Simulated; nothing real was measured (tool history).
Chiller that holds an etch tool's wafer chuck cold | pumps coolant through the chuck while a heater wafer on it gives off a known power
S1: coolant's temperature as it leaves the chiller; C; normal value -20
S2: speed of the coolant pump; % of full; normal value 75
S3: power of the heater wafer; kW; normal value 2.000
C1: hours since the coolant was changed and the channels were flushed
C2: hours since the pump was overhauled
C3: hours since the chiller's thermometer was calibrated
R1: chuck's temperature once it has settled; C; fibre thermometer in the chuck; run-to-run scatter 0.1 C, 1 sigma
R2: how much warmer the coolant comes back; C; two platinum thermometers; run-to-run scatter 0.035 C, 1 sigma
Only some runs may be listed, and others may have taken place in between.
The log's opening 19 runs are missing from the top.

Run 20, hour 1201.7: usual settings but S1 -16 C, S2 71 % of full, S3 2.154 kW; C1 447; C2 3936; C3 4179. Result: R1 5.9 C, R2 6.51 C.
Run 21, hour 1251.9: usual settings but S1 -24 C, S2 74 % of full; C1 498; C2 3987; C3 4229. Result: R1 -4.4 C, R2 5.80 C.
Run 22, hour 1334.5: usual settings but S1 -24 C, S2 74 % of full; C1 580; C2 4069; C3 4312. Result: R1 -4.4 C, R2 5.77 C.
Run 23, hour 1395.2: usual settings but S1 -23 C, S2 91 % of full, S3 1.367 kW; C1 641; C2 4130; C3 4372. Result: R1 -11.3 C, R2 3.14 C.
Run 24, hour 1481.4: usual settings but S1 -10 C, S2 97 % of full, S3 2.698 kW; C1 727; C2 4216; C3 4459. Result: R1 12.3 C, R2 5.90 C.
Run 25, hour 1561.9: usual settings but S1 -25 C, S2 93 % of full, S3 2.806 kW; C1 808; C2 4297; C3 4539. Result: R1 -1.2 C, R2 6.48 C.
Run 26, hour 1641.9: usual settings but S1 -23 C, S2 90 % of full, S3 2.943 kW; C1 888; C2 4376; C3 4619. Result: R1 2.4 C, R2 6.98 C.
Run 27, hour 1679.7: usual settings but S1 -23 C, S2 90 % of full, S3 2.943 kW; C1 925; C2 4414; C3 4657. Result: R1 2.5 C, R2 6.94 C.
Run 28, hour 1732.5: usual settings but S1 -14 C, S2 66 % of full, S3 1.013 kW; C1 978; C2 4467; C3 4710. Result: R1 -3.3 C, R2 3.30 C.
Run 29, hour 1801.8: usual settings but S1 -14 C, S2 80 % of full, S3 1.642 kW; C1 1048; C2 4536; C3 4779. Result: R1 1.3 C, R2 4.40 C.
Run 30, hour 1857.6: usual settings but S1 -24 C, S2 85 % of full, S3 1.733 kW; C1 1103; C2 4592; C3 4835. Result: R1 -8.4 C, R2 4.33 C.
Run 31, hour 1918.4: usual settings but S1 -24 C, S2 85 % of full, S3 1.733 kW; C1 1164; C2 4653; C3 4896. Result: R1 -8.3 C, R2 4.41 C.
Run 32, hour 1963.1: usual settings but S2 78 % of full, S3 1.040 kW; C1 1209; C2 4698; C3 4940. Result: R1 -10.2 C, R2 2.81 C.
Run 33, hour 2009.5: usual settings but S2 67 % of full, S3 1.040 kW; C1 1255; C2 4744; C3 4987. Result: R1 -9.1 C, R2 3.33 C.

Here are 3 independent what-if runs from the current tool condition. What would each one return?
Run A, hour 2051.0: usual settings but S1 -24 C, S2 67 % of full, S3 1.393 kW; C1 1297; C2 4786; C3 5028. Result: R1 ?, R2 ?.
Run B, hour 2051.0: usual settings but S2 78 % of full, S3 1.168 kW; C1 1297; C2 4786; C3 5028. Result: R1 ?, R2 ?.
Run C, hour 2051.0: usual settings but S1 -22 C, S2 88 % of full, S3 2.474 kW; C1 1297; C2 4786; C3 5028. Result: R1 ?, R2 ?.

run    R1    R2
  A  -9.4  4.47
  B  -9.0  3.20
  C  -0.2  5.98
Had the tool no hidden state, the same runs would have come out as:
run    R1    R2
  A  -9.4  4.46
  B  -9.0  3.20
  C  -0.2  5.98
